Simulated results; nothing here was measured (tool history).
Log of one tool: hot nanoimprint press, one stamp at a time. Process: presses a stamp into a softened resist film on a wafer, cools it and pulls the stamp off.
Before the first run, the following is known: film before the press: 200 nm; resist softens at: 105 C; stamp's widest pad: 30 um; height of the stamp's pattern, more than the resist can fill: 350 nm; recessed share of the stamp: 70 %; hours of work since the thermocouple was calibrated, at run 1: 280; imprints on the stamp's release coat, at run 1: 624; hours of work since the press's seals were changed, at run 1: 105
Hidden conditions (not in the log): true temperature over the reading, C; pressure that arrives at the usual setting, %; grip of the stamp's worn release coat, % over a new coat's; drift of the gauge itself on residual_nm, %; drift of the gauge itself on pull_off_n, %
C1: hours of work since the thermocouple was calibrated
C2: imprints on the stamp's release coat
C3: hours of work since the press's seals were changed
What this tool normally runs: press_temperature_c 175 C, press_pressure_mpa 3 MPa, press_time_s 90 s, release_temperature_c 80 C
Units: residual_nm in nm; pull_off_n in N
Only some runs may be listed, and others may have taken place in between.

run 1 hour=0 | press_temperature_c=175 press_pressure_mpa=3 press_time_s=90 release_temperature_c=80 | C1=280 C2=624 C3=105 | residual_nm=120.8 pull_off_n=131
run 2 hour=7.2 | press_temperature_c=184 press_pressure_mpa=3 press_time_s=90 release_temperature_c=80 | C1=285 C2=647 C3=110 | residual_nm=98.5 pull_off_n=129
run 3 hour=13.6 | press_temperature_c=184 press_pressure_mpa=3 press_time_s=90 release_temperature_c=80 | C1=289 C2=667 C3=114 | residual_nm=98.6 pull_off_n=125
run 4 hour=17.7 | press_temperature_c=184 press_pressure_mpa=3 press_time_s=90 release_temperature_c=80 | C1=292 C2=681 C3=117 | residual_nm=98.8 pull_off_n=127
run 5 hour=26 | press_temperature_c=175 press_pressure_mpa=3 press_time_s=90 release_temperature_c=73 | C1=297 C2=707 C3=123 | residual_nm=120.5 pull_off_n=151
run 6 hour=33.4 | press_temperature_c=175 press_pressure_mpa=3 press_time_s=90 release_temperature_c=73 | C1=302 C2=731 C3=128 | residual_nm=120.4 pull_off_n=152
run 7 hour=38.1 | press_temperature_c=175 press_pressure_mpa=3 press_time_s=90 release_temperature_c=73 | C1=305 C2=746 C3=131 | residual_nm=120.5 pull_off_n=155
run 8 hour=43.9 | press_temperature_c=175 press_pressure_mpa=3 press_time_s=88 release_temperature_c=80 | C1=309 C2=765 C3=135 | residual_nm=120.8 pull_off_n=129
run 9 hour=49.5 | press_temperature_c=175 press_pressure_mpa=3 press_time_s=90 release_temperature_c=80 | C1=313 C2=783 C3=139 | residual_nm=120 pull_off_n=135
run 10 hour=53.4 | press_temperature_c=175 press_pressure_mpa=3 press_time_s=90 release_temperature_c=80 | C1=316 C2=795 C3=141 | residual_nm=121.1 pull_off_n=131
run 11 hour=57.5 | press_temperature_c=175 press_pressure_mpa=3 press_time_s=90 release_temperature_c=80 | C1=319 C2=809 C3=144 | residual_nm=120.7 pull_off_n=133
run 12 hour=62.5 | press_temperature_c=181 press_pressure_mpa=3 press_time_s=90 release_temperature_c=80 | C1=322 C2=825 C3=147 | residual_nm=105.6 pull_off_n=132
run 13 hour=71.5 | press_temperature_c=175 press_pressure_mpa=3 press_time_s=90 release_temperature_c=78 | C1=328 C2=854 C3=153 | residual_nm=121.2 pull_off_n=144
run 14 hour=78.4 | press_temperature_c=175 press_pressure_mpa=3 press_time_s=90 release_temperature_c=78 | C1=333 C2=876 C3=158 | residual_nm=120.2 pull_off_n=142
run 15 hour=82.3 | press_temperature_c=175 press_pressure_mpa=3 press_time_s=90 release_temperature_c=78 | C1=335 C2=888 C3=161 | residual_nm=121.2 pull_off_n=141
run 16 hour=89.2 | press_temperature_c=182 press_pressure_mpa=3 press_time_s=90 release_temperature_c=66 | C1=340 C2=910 C3=165 | residual_nm=103.5 pull_off_n=178
run 17 hour=96.3 | press_temperature_c=179 press_pressure_mpa=3 press_time_s=80 release_temperature_c=80 | C1=345 C2=933 C3=170 | residual_nm=114 pull_off_n=136
run 18 hour=102.2 | press_temperature_c=179 press_pressure_mpa=3 press_time_s=80 release_temperature_c=80 | C1=349 C2=952 C3=174 | residual_nm=116.2 pull_off_n=136
run 19 hour=108.3 | press_temperature_c=179 press_pressure_mpa=3 press_time_s=80 release_temperature_c=82 | C1=353 C2=972 C3=178 | residual_nm=114.3 pull_off_n=136
run 20 hour=115.7 | press_temperature_c=179 press_pressure_mpa=3 press_time_s=80 release_temperature_c=82 | C1=358 C2=996 C3=183 | residual_nm=115 pull_off_n=135
run 21 hour=123.3 | press_temperature_c=165 press_pressure_mpa=3 press_time_s=80 release_temperature_c=78 | C1=363 C2=1020 C3=188 | residual_nm=152.6 pull_off_n=148
run 22 hour=132.1 | press_temperature_c=165 press_pressure_mpa=3 press_time_s=80 release_temperature_c=78 | C1=369 C2=1049 C3=194 | residual_nm=152 pull_off_n=142
run 23 hour=139.5 | press_temperature_c=165 press_pressure_mpa=3 press_time_s=80 release_temperature_c=78 | C1=374 C2=1072 C3=199 | residual_nm=153.5 pull_off_n=144
run 24 hour=145.5 | press_temperature_c=175 press_pressure_mpa=3 press_time_s=90 release_temperature_c=81 | C1=378 C2=1092 C3=203 | residual_nm=121 pull_off_n=136
run 25 hour=153.1 | press_temperature_c=170 press_pressure_mpa=1.98 press_time_s=75 release_temperature_c=85 | C1=383 C2=1116 C3=208 | residual_nm=157.8 pull_off_n=127
run 26 hour=157.7 | press_temperature_c=175 press_pressure_mpa=3.26 press_time_s=90 release_temperature_c=80 | C1=386 C2=1131 C3=211 | residual_nm=117.1 pull_off_n=141
run 27 hour=163.6 | press_temperature_c=175 press_pressure_mpa=3.26 press_time_s=90 release_temperature_c=80 | C1=390 C2=1150 C3=215 | residual_nm=117.2 pull_off_n=149
run 28 hour=168.6 | press_temperature_c=175 press_pressure_mpa=3.26 press_time_s=90 release_temperature_c=80 | C1=393 C2=1166 C3=219 | residual_nm=117.3 pull_off_n=138
run 29 hour=177.7 | press_temperature_c=175 press_pressure_mpa=2.51 press_time_s=90 release_temperature_c=72 | C1=399 C2=1195 C3=225 | residual_nm=129.1 pull_off_n=163

Consider 4 possible next runs. They are alternatives, not a sequence: every one starts from the tool as it was left by run 29. What does each give?
run A hour=181.6 | press_temperature_c=175 press_pressure_mpa=2.7 press_time_s=100 release_temperature_c=79 | C1=402 C2=1208 C3=227 | residual_nm=? pull_off_n=?
run B hour=181.6 | press_temperature_c=175 press_pressure_mpa=3.49 press_time_s=60 release_temperature_c=73 | C1=402 C2=1208 C3=227 | residual_nm=? pull_off_n=?
run C hour=181.6 | press_temperature_c=175 press_pressure_mpa=3.69 press_time_s=90 release_temperature_c=68 | C1=402 C2=1208 C3=227 | residual_nm=? pull_off_n=?
run D hour=181.6 | press_temperature_c=186 press_pressure_mpa=3.56 press_time_s=125 release_temperature_c=72 | C1=402 C2=1208 C3=227 | residual_nm=? pull_off_n=?

run=A residual_nm=122 pull_off_n=144
run=B residual_nm=129.1 pull_off_n=173
run=C residual_nm=112.6 pull_off_n=184
run=D residual_nm=77.8 pull_off_n=170
With the hidden condition removed and each run's random variation left untouched, the same runs would have given:
run=A residual_nm=118.8 pull_off_n=112
run=B residual_nm=125.8 pull_off_n=135
run=C residual_nm=109.3 pull_off_n=144
run=D residual_nm=75.5 pull_off_n=134

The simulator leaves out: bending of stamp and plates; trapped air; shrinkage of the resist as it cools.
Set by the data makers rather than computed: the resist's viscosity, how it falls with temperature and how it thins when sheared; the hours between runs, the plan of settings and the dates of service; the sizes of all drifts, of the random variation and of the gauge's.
